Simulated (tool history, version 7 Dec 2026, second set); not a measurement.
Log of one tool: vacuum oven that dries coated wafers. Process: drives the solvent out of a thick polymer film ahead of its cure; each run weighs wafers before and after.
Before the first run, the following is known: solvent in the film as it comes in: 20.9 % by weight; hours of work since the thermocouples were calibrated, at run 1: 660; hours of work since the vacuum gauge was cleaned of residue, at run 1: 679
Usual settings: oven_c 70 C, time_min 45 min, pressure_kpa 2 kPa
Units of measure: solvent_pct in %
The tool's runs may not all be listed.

run    hour  oven_c  time_min  pressure_kpa  hours of work since the thermocouples were calibrated  hours of work since the vacuum gauge was cleaned of residue  solvent_pct
  1       0      70        45             2                                                    660                                                          679         2.87
  2    39.1      70        45             2                                                    679                                                          697         2.86
  3    59.9      81        45             2                                                    688                                                          707         1.44
  4    94.1      70        45             2                                                    704                                                          723         2.83
  5   116.9      70        45             2                                                    715                                                          734         2.79
  6   160.9      70        45             2                                                    736                                                          754         2.84
  7     200      70        45             2                                                    754                                                          773         2.83
  8   239.1      70        36             2                                                    773                                                          791         3.34
  9   280.1      70        36             2                                                    792                                                          811         3.31
 10   307.2      70        36             2                                                    805                                                          823         3.46
 11   343.6      70        45           2.6                                                    822                                                          840         3.52
 12   386.9      70        45           2.6                                                    842                                                          861         3.42
 13   417.7      76        45           2.6                                                    857                                                          875         2.38
 14   448.9      76        45           2.6                                                    872                                                          890         2.43
 15   490.4      76        31           2.6                                                    891                                                          910         2.84
 16   524.6      72        31           2.6                                                    907                                                          926         3.88
 17   556.8      70        45          1.24                                                    922                                                          941          2.2
 18   599.9      70        45          1.24                                                    943                                                          961          2.2
 19   627.7      70        45             2                                                    956                                                          974         2.94
 20   650.6      70        45             2                                                    967                                                          985         2.98
 21   672.3      55        45             2                                                    977                                                          995         8.96
 22   699.7      55        45             2                                                    990                                                         1008         9.15
 23   740.9      55        45             2                                                   1009                                                         1028         9.25
 24   777.6      72        24             2                                                   1026                                                         1045         4.23
 25   812.2      70        36             2                                                   1043                                                         1061         3.55
 26   832.6      73        40          2.94                                                   1052                                                         1071         3.43
 27   850.8      73        47             2                                                   1061                                                         1079         2.41
 28   887.1      65        28          3.88                                                   1078                                                         1096         8.43
 29   911.7      84        50          6.35                                                   1089                                                         1108         3.94
 30   929.9      67        71          1.77                                                   1098                                                         1117         2.87
 31   970.7      79        45          7.97                                                   1117                                                         1136         6.03
 32  1012.1      65        45             2                                                   1137                                                         1155         4.54
 33  1035.9      61        50          5.37                                                   1148                                                         1166        10.31
 34  1061.2      61        50          5.37                                                   1160                                                         1178         10.2
 35  1081.5      72        69          6.51                                                   1169                                                         1188         6.61
 36  1117.8      78        62          3.18                                                   1187                                                         1205         2.81
 37  1157.4      77        27          2.43                                                   1205                                                         1224          2.9
 38  1179.8      64        70          2.93                                                   1216                                                         1234         5.15
 39    1204      64        70          2.93                                                   1227                                                         1246         5.07
 40  1245.6      64        70          2.93                                                   1247                                                         1265         5.16
 41  1264.6      64        43          5.75                                                   1256                                                         1274         9.67
 42  1303.2      64        43          5.75                                                   1274                                                         1292         9.62
 43  1322.7      64        39           1.5                                                   1283                                                         1302         5.03
 44  1358.1      64        39           1.5                                                   1300                                                         1318         5.19
 45  1393.8      56        45             2                                                   1317                                                         1335         8.94
 46  1419.3      80        45             2                                                   1329                                                         1347         1.81

Below, some changes in solvent_pct between adjacent runs. For each, the amount present without the hidden state too (settings, incoming material, random variation) and the amount remaining for the hidden state with gauge scatter not shared by both compared results:
Hidden conditions of the tool in this case: true wafer temperature over the reading, C; true pressure over the reading, kPa; drift of the gauge itself on solvent_pct, %.
Run 20 -> 21: oven_c 70 -> 55. solvent_pct +5.98 %: hidden state +0.2, all else +5.78.
Run 27 -> 28: oven_c 73 -> 65, time_min 47 -> 28, pressure_kpa 2 -> 3.88. solvent_pct +6.02 %: hidden state +0.09, all else +5.93.
Run 29 -> 30: oven_c 84 -> 67, time_min 50 -> 71, pressure_kpa 6.35 -> 1.77. solvent_pct -1.07 %: hidden state +0.32, all else -1.39.
Run 37 -> 38: oven_c 77 -> 64, time_min 27 -> 70, pressure_kpa 2.43 -> 2.93. solvent_pct +2.25 %: hidden state +0.33, all else +1.92.
Run 45 -> 46: oven_c 56 -> 80. solvent_pct -7.13 %: hidden state -0.56, all else -6.57.

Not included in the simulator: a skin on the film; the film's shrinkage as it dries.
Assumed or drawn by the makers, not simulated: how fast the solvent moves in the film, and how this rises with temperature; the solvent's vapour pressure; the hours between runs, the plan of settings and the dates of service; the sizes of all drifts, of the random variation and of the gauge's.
